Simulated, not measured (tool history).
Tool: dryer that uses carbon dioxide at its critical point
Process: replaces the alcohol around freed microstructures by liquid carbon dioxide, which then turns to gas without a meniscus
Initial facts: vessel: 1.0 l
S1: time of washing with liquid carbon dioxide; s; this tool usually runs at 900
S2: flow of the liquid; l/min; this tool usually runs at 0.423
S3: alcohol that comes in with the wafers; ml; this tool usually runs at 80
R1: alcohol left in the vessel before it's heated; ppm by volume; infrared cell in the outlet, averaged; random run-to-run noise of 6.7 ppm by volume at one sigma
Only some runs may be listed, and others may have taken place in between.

run 1 day=0 | S1=900 S2=0.423 S3=80 | R1=425
run 2 day=0.412 | S1=900 S2=0.423 S3=52 | R1=283
run 3 day=0.642 | S1=900 S2=0.423 S3=52 | R1=284
run 4 day=0.871 | S1=1380 S2=0.423 S3=80 | R1=61
run 5 day=1.254 | S1=1380 S2=0.423 S3=22 | R1=41
run 6 day=1.692 | S1=960 S2=0.423 S3=80 | R1=319
run 7 day=2.15 | S1=900 S2=0.423 S3=80 | R1=442
run 8 day=2.342 | S1=660 S2=0.423 S3=80 | R1=1694
run 9 day=2.638 | S1=660 S2=0.423 S3=80 | R1=1677
run 10 day=2.9 | S1=660 S2=0.423 S3=80 | R1=1727
run 11 day=3.092 | S1=660 S2=0.423 S3=80 | R1=1733
run 12 day=3.333 | S1=660 S2=0.423 S3=80 | R1=1776
run 13 day=3.679 | S1=900 S2=0.423 S3=80 | R1=471
run 14 day=4.083 | S1=900 S2=0.423 S3=80 | R1=469
run 15 day=4.404 | S1=900 S2=0.423 S3=80 | R1=492
run 16 day=4.742 | S1=900 S2=0.423 S3=80 | R1=483
run 17 day=5.129 | S1=1380 S2=0.358 S3=55 | R1=113
run 18 day=5.5 | S1=1380 S2=0.358 S3=55 | R1=102
run 19 day=5.721 | S1=1020 S2=0.273 S3=35 | R1=1002
run 20 day=5.988 | S1=1020 S2=0.273 S3=35 | R1=1009
run 21 day=6.333 | S1=540 S2=0.423 S3=80 | R1=3731
run 22 day=6.796 | S1=660 S2=0.34 S3=80 | R1=4236
run 23 day=7.125 | S1=780 S2=0.276 S3=58 | R1=3691
run 24 day=7.342 | S1=660 S2=0.423 S3=47 | R1=1145
run 25 day=7.75 | S1=1020 S2=0.698 S3=26 | R1=46
run 26 day=7.992 | S1=1020 S2=0.698 S3=26 | R1=47
run 27 day=8.192 | S1=1020 S2=0.698 S3=26 | R1=45
run 28 day=8.496 | S1=1020 S2=0.698 S3=26 | R1=48
-- day=8.579 inlet filter changed
run 29 day=8.779 | S1=1020 S2=0.297 S3=58 | R1=814
run 30 day=9.104 | S1=1020 S2=0.297 S3=58 | R1=809

4 ways to go on from here, each from the tool as it stands after run 30. What would each give?
run A day=9.517 | S1=840 S2=0.587 S3=58 | R1=?
run B day=9.517 | S1=960 S2=0.634 S3=80 | R1=?
run C day=9.517 | S1=660 S2=0.476 S3=53 | R1=?
run D day=9.517 | S1=1380 S2=0.423 S3=80 | R1=?

run=A R1=78
run=B R1=62
run=C R1=528
run=D R1=59
Stripped of hidden state, with their random variation kept, the same runs would have yielded:
run=A R1=35
run=B R1=18
run=C R1=469
run=D R1=15
